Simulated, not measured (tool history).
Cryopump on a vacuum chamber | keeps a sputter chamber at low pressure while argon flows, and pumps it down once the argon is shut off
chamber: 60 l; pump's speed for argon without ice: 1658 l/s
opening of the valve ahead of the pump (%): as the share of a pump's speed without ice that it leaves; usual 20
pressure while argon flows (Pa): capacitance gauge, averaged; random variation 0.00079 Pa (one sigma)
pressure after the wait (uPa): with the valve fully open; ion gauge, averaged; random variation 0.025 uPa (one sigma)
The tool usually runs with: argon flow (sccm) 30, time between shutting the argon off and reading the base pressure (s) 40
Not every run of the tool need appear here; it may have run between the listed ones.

run	hour	argon flow (sccm)	time between shutting the argon off and reading the base pressure (s)	opening of the valve ahead of the pump (%)	pressure while argon flows (Pa)	pressure after the wait (uPa)
1	0	30	40	20	0.1633	1.67
2	82.5	30	40	20	0.1662	1.82
3	143.7	30	278	20	0.1685	1.2
4	198.9	30	40	20	0.1689	2
# hour 211.3: pump warmed up, emptied and cooled again
5	279.5	30	40	41	0.0765	1.67
6	345.5	30	40	41	0.0764	1.76
7	421.9	40	40	41	0.1045	1.85
8	524.4	41	40	41	0.1101	1.89
9	624	41	40	41	0.1111	2.07
10	704.1	30	40	20	0.1624	2.24
11	774.8	30	40	44	0.0796	2.33
12	871.4	30	40	44	0.082	2.58
13	965.4	30	40	20	0.1696	2.83
# hour 983.6: pump warmed up, emptied and cooled again
14	1046.7	30	40	20	0.1532	2.17
15	1102.6	30	40	20	0.1537	2.31
16	1172.1	30	40	20	0.1549	2.38
17	1267.1	30	165	20	0.1574	1.84
18	1345.7	30	70	49	0.0686	2.27
19	1444.7	30	238	59	0.0605	2.12
20	1515.9	30	238	59	0.0618	2.33
21	1599.8	30	203	18	0.1833	2.54
# hour 1626.2: leaking fittings of the chamber tightened, without venting
22	1669	30	203	18	0.1839	0.48
# hour 1760.5: pump warmed up, emptied and cooled again
23	1774.5	31	253	32	0.1001	0.45
24	1859.2	22	40	45	0.0516	1.18
25	1950.1	22	40	45	0.0523	1.23
26	2041.5	22	40	45	0.054	1.37
27	2141.7	22	40	45	0.055	1.49
28	2202.5	22	39	50	0.0511	1.59
29	2279	25	131	18	0.1494	1.04
30	2376.6	55	135	20	0.3027	1.23
31	2472.5	28	135	42	0.0829	1.41
# hour 2526.9: pump warmed up, emptied and cooled again
32	2559.2	28	120	19	0.1512	1.14
33	2618.6	28	120	19	0.1524	1.2

Alternative continuations, all from the tool just after run 33; predict every row:
A	2675.2	51	40	20	?	?
B	2675.2	22	40	16	?	?
C	2675.2	30	62	15	?	?

run	pressure while argon flows (Pa)	pressure after the wait (uPa)
A	0.2651	1.76
B	0.1421	1.8
C	0.2082	1.52
What these runs would have given with no unlogged condition in the tool:
run	pressure while argon flows (Pa)	pressure after the wait (uPa)
A	0.2604	0.97
B	0.1401	1
C	0.2053	0.72

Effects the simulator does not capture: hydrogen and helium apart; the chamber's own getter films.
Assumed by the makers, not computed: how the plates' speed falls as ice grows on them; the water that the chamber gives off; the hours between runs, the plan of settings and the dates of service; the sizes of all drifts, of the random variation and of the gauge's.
